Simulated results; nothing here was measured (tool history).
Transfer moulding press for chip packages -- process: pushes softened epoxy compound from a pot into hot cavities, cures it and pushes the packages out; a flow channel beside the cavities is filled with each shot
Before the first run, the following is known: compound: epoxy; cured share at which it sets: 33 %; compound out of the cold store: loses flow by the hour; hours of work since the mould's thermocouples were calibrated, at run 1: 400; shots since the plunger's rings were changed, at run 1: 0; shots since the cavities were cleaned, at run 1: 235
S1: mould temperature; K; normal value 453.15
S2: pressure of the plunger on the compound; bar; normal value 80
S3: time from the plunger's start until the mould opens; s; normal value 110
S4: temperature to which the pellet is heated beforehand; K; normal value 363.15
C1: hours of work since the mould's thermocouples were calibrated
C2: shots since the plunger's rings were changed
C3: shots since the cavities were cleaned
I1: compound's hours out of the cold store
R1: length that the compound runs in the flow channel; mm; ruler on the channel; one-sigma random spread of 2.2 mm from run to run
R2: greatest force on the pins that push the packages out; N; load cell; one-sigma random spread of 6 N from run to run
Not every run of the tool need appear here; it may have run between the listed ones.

| run | day | S1 | S2 | S3 | S4 | C1 | C2 | C3 | I1 | R1 | R2 |
|---|---|---|---|---|---|---|---|---|---|---|---|
| 1 | 0 | 453.15 | 80 | 110 | 363.15 | 400 | 0 | 235 | 19.8 | 778 | 292 |
|  | 0.854 | cavities cleaned with cleaning compound and waxed |
| 2 | 1.733 | 453.15 | 80 | 110 | 363.15 | 429 | 499 | 262 | 21.6 | 767 | 307 |
|  | 2.542 | cavities cleaned with cleaning compound and waxed |
| 3 | 3.592 | 453.15 | 80 | 137 | 363.15 | 460 | 1035 | 313 | 10.6 | 794 | 278 |
|  | 4.208 | cavities cleaned with cleaning compound and waxed |
| 4 | 5.558 | 453.15 | 80 | 110 | 354.15 | 494 | 1603 | 403 | 31.2 | 728 | 344 |
|  | 5.904 | mould's thermocouples calibrated |
|  | 5.967 | cavities cleaned with cleaning compound and waxed |
| 5 | 6.938 | 453.15 | 80 | 110 | 362.15 | 17 | 1971 | 289 | 24.6 | 737 | 290 |
|  | 7.625 | cavities cleaned with cleaning compound and waxed |
| 6 | 8.604 | 453.15 | 80 | 110 | 362.15 | 45 | 2450 | 293 | 13.1 | 760 | 302 |
|  | 9.375 | cavities cleaned with cleaning compound and waxed |
| 7 | 10.492 | 453.15 | 80 | 110 | 370.15 | 77 | 2995 | 333 | 21.6 | 732 | 319 |
|  | 11.033 | cavities cleaned with cleaning compound and waxed |
| 8 | 11.467 | 453.15 | 80 | 110 | 370.15 | 93 | 3266 | 128 | 42.5 | 675 | 260 |
| 9 | 12.558 | 453.15 | 80 | 110 | 370.15 | 112 | 3592 | 454 | 31.1 | 701 | 344 |
|  | 12.779 | cavities cleaned with cleaning compound and waxed |
|  | 13.962 | plunger's sealing rings changed |
|  | 14.554 | cavities cleaned with cleaning compound and waxed |
| 10 | 14.571 | 453.15 | 80 | 110 | 370.15 | 143 | 163 | 5 | 16.1 | 782 | 227 |
|  | 16.283 | cavities cleaned with cleaning compound and waxed |
| 11 | 16.283 | 453.15 | 80 | 110 | 363.15 | 172 | 655 | 0 | 10.4 | 795 | 216 |
| 12 | 17.204 | 453.15 | 80 | 110 | 363.15 | 188 | 929 | 274 | 41.4 | 706 | 305 |
|  | 17.962 | cavities cleaned with cleaning compound and waxed |
| 13 | 18.229 | 451.15 | 80 | 110 | 363.15 | 205 | 1217 | 80 | 14.3 | 780 | 284 |
| 14 | 19.25 | 453.15 | 93.5 | 110 | 360.15 | 222 | 1521 | 384 | 19.8 | 817 | 329 |
|  | 19.633 | cavities cleaned with cleaning compound and waxed |
| 15 | 20.246 | 453.15 | 93.5 | 110 | 360.15 | 239 | 1800 | 183 | 31.7 | 776 | 281 |
|  | 21.371 | cavities cleaned with cleaning compound and waxed |
| 16 | 21.842 | 460.15 | 62.9 | 100 | 355.15 | 265 | 2258 | 141 | 24.1 | 636 | 254 |
|  | 23.067 | cavities cleaned with cleaning compound and waxed |
| 17 | 23.858 | 460.15 | 62.9 | 100 | 355.15 | 300 | 2840 | 236 | 24.7 | 631 | 274 |
|  | 24.825 | cavities cleaned with cleaning compound and waxed |
| 18 | 25.367 | 460.15 | 62.9 | 93 | 355.15 | 325 | 3273 | 163 | 45.5 | 581 | 265 |
|  | 26.588 | cavities cleaned with cleaning compound and waxed |
| 19 | 27.092 | 445.15 | 72.3 | 110 | 363.15 | 354 | 3768 | 150 | 23.3 | 709 | 431 |
|  | 27.762 | plunger's sealing rings changed |
|  | 28.425 | cavities cleaned with cleaning compound and waxed |
| 20 | 28.425 | 447.15 | 80 | 116 | 363.15 | 374 | 179 | 0 | 29.1 | 770 | 275 |

What will run 21 give?
|  | 30.254 | cavities cleaned with cleaning compound and waxed |
| 21 | 30.425 | 455.15 | 80 | 116 | 367.15 | 408 | 758 | 52 | 25.9 | ? | ? |

{"run 21": {"R1": 747, "R2": 232}}
With the hidden condition absent and the run-to-run variation left alone, this run would have shown R1 753 mm, R2 205 N.
